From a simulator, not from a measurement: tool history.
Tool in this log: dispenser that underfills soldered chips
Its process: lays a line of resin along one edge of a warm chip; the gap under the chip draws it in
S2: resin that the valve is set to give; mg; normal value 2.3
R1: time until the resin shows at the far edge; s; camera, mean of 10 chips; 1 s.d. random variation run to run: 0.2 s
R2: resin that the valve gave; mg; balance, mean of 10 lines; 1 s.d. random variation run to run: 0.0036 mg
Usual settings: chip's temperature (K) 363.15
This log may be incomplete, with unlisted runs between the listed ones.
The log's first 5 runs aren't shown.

Run 6, hour 19.9: usual settings. Result: R1 11.3 s, R2 2.289 mg.
Run 7, hour 23.1: usual settings but chip's temperature (K) 373.15. Result: R1 7.9 s, R2 2.279 mg.
At hour 23.9: new syringe of resin.
Run 8, hour 26.8: usual settings but chip's temperature (K) 373.15. Result: R1 6.5 s, R2 2.274 mg.
Run 9, hour 31.7: usual settings but chip's temperature (K) 373.15, S2 2.7 mg. Result: R1 7.6 s, R2 2.665 mg.
At hour 33.6: new syringe of resin.
Run 10, hour 35.2: usual settings but chip's temperature (K) 373.15, S2 2.7 mg. Result: R1 6.2 s, R2 2.664 mg.
Run 11, hour 38.1: usual settings but S2 2.42 mg. Result: R1 11.1 s, R2 2.393 mg.
Run 12, hour 40.9: usual settings but S2 2.42 mg. Result: R1 12 s, R2 2.388 mg.
At hour 43.3: new syringe of resin.
Run 13, hour 44.6: usual settings. Result: R1 9.9 s, R2 2.262 mg.
Run 14, hour 49: usual settings. Result: R1 11.3 s, R2 2.258 mg.
Run 15, hour 51.6: usual settings but chip's temperature (K) 373.15. Result: R1 7.5 s, R2 2.259 mg.
At hour 53: new syringe of resin.
Run 16, hour 54: usual settings but chip's temperature (K) 374.15, S2 2.04 mg. Result: R1 6.1 s, R2 2.004 mg.
Run 17, hour 56.3: usual settings but S2 2.01 mg. Result: R1 11.1 s, R2 1.975 mg.

Run 18 has not been measured yet. What should we expect?
Run 18, hour 60.9: usual settings but S2 2.01 mg. Result: R1 ?, R2 ?.

Run 18 produced R1 12.4 s, R2 1.974 mg.
Had the tool carried no hidden state, the very same run would have given R1 9.8 s, R2 2.009 mg.

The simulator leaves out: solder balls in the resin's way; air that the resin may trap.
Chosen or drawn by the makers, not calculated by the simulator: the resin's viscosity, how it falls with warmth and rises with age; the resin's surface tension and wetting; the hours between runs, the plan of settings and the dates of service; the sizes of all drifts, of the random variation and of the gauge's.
